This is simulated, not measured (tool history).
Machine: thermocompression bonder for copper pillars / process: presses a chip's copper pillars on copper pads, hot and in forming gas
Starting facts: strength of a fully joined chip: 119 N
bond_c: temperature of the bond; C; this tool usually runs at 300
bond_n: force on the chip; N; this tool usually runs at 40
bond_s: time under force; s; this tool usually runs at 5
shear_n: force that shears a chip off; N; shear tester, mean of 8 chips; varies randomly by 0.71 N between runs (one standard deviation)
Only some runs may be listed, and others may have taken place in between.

{"run": 1, "day": 0.0, "bond_c": 300, "bond_n": 40, "bond_s": 5, "shear_n": 45.7}
{"run": 2, "day": 1.029, "bond_c": 300, "bond_n": 40, "bond_s": 5, "shear_n": 46.7}
{"run": 3, "day": 1.492, "bond_c": 300, "bond_n": 40, "bond_s": 12, "shear_n": 63.5}
{"run": 4, "day": 2.325, "bond_c": 300, "bond_n": 40, "bond_s": 5, "shear_n": 44.6}
{"run": 5, "day": 3.033, "bond_c": 300, "bond_n": 40, "bond_s": 5, "shear_n": 46}
{"run": 6, "day": 3.792, "bond_c": 300, "bond_n": 40, "bond_s": 5, "shear_n": 45.8}
{"run": 7, "day": 4.246, "bond_c": 300, "bond_n": 40, "bond_s": 5, "shear_n": 47.2}
{"run": 8, "day": 5.329, "bond_c": 300, "bond_n": 40, "bond_s": 5, "shear_n": 45.4}
{"run": 9, "day": 5.912, "bond_c": 300, "bond_n": 48, "bond_s": 5, "shear_n": 55.3}
{"run": 10, "day": 7.004, "bond_c": 300, "bond_n": 48, "bond_s": 5, "shear_n": 55.3}
{"run": 11, "day": 8.1, "bond_c": 300, "bond_n": 48, "bond_s": 5, "shear_n": 54.9}
{"run": 12, "day": 8.762, "bond_c": 300, "bond_n": 52, "bond_s": 5, "shear_n": 59.3}
{"day": 9.342, "done": "forming gas filter changed"}
{"run": 13, "day": 9.696, "bond_c": 300, "bond_n": 40, "bond_s": 10, "shear_n": 60.2}
{"run": 14, "day": 10.583, "bond_c": 300, "bond_n": 40, "bond_s": 10, "shear_n": 62}
{"run": 15, "day": 11.25, "bond_c": 300, "bond_n": 40, "bond_s": 10, "shear_n": 59.8}
{"run": 16, "day": 12.254, "bond_c": 300, "bond_n": 40, "bond_s": 10, "shear_n": 60.2}
{"run": 17, "day": 12.812, "bond_c": 300, "bond_n": 40, "bond_s": 6, "shear_n": 48.2}
{"run": 18, "day": 13.65, "bond_c": 300, "bond_n": 40, "bond_s": 6, "shear_n": 49.7}
{"run": 19, "day": 14.667, "bond_c": 288, "bond_n": 40, "bond_s": 6, "shear_n": 41.7}
{"run": 20, "day": 15.196, "bond_c": 300, "bond_n": 40, "bond_s": 5, "shear_n": 46.3}
{"run": 21, "day": 16.117, "bond_c": 300, "bond_n": 46, "bond_s": 3, "shear_n": 44}
{"run": 22, "day": 17.208, "bond_c": 300, "bond_n": 37, "bond_s": 4, "shear_n": 37.5}
{"run": 23, "day": 18.112, "bond_c": 300, "bond_n": 55, "bond_s": 12, "shear_n": 82.7}
{"run": 24, "day": 18.575, "bond_c": 300, "bond_n": 55, "bond_s": 12, "shear_n": 82}
{"run": 25, "day": 19.283, "bond_c": 300, "bond_n": 55, "bond_s": 12, "shear_n": 80.9}
{"run": 26, "day": 20.071, "bond_c": 281, "bond_n": 46, "bond_s": 12, "shear_n": 57.1}
{"run": 27, "day": 20.696, "bond_c": 295, "bond_n": 38, "bond_s": 13, "shear_n": 56}
{"run": 28, "day": 21.471, "bond_c": 288, "bond_n": 39, "bond_s": 10, "shear_n": 48.4}
{"run": 29, "day": 21.971, "bond_c": 288, "bond_n": 39, "bond_s": 10, "shear_n": 47.4}
{"run": 30, "day": 22.871, "bond_c": 280, "bond_n": 30, "bond_s": 13, "shear_n": 35.3}
{"run": 31, "day": 23.421, "bond_c": 319, "bond_n": 38, "bond_s": 3, "shear_n": 43.2}
{"run": 32, "day": 23.996, "bond_c": 319, "bond_n": 38, "bond_s": 3, "shear_n": 43.2}
{"run": 33, "day": 24.671, "bond_c": 312, "bond_n": 56, "bond_s": 3, "shear_n": 60.2}
{"run": 34, "day": 25.704, "bond_c": 312, "bond_n": 56, "bond_s": 3, "shear_n": 59.1}
{"run": 35, "day": 26.812, "bond_c": 291, "bond_n": 49, "bond_s": 3, "shear_n": 39.8}
{"day": 27.688, "done": "forming gas filter changed"}
{"run": 36, "day": 27.725, "bond_c": 273, "bond_n": 55, "bond_s": 3, "shear_n": 36.1}
{"run": 37, "day": 28.512, "bond_c": 322, "bond_n": 56, "bond_s": 5, "shear_n": 79.4}
{"run": 38, "day": 29.383, "bond_c": 328, "bond_n": 59, "bond_s": 9, "shear_n": 96.3}
{"run": 39, "day": 30.012, "bond_c": 309, "bond_n": 32, "bond_s": 5, "shear_n": 39.1}

Some steps in shear_n, run to run, broken into two amounts with sign: the step expected even without the hidden condition (settings, incoming material, random variation), and the rest, left for the hidden condition together with whatever gauge scatter is not in both the measured and the hidden-condition-free result:
Hidden state present: true temperature of the bond over the reading, C; force that reaches the chip, % of what is set; oxide that the forming gas leaves, % of the face; drift of the gauge itself on shear_n, %.
Run 12 -> 13: bond_n 52 -> 40, bond_s 5 -> 10, forming gas filter changed. shear_n +0.9 N: hidden state +2.2, all else -1.3.
Run 22 -> 23: bond_n 37 -> 55, bond_s 4 -> 12. shear_n +45.2 N: hidden state -2.1, all else +47.3.
Run 35 -> 36: bond_c 291 -> 273, bond_n 49 -> 55, forming gas filter changed. shear_n -3.7 N: hidden state +1.8, all else -5.5.
Run 36 -> 37: bond_c 273 -> 322, bond_n 55 -> 56, bond_s 3 -> 5. shear_n +43.3 N: hidden state -1.4, all else +44.7.
Run 38 -> 39: bond_c 328 -> 309, bond_n 59 -> 32, bond_s 9 -> 5. shear_n -57.2 N: hidden state +0.1, all else -57.3.

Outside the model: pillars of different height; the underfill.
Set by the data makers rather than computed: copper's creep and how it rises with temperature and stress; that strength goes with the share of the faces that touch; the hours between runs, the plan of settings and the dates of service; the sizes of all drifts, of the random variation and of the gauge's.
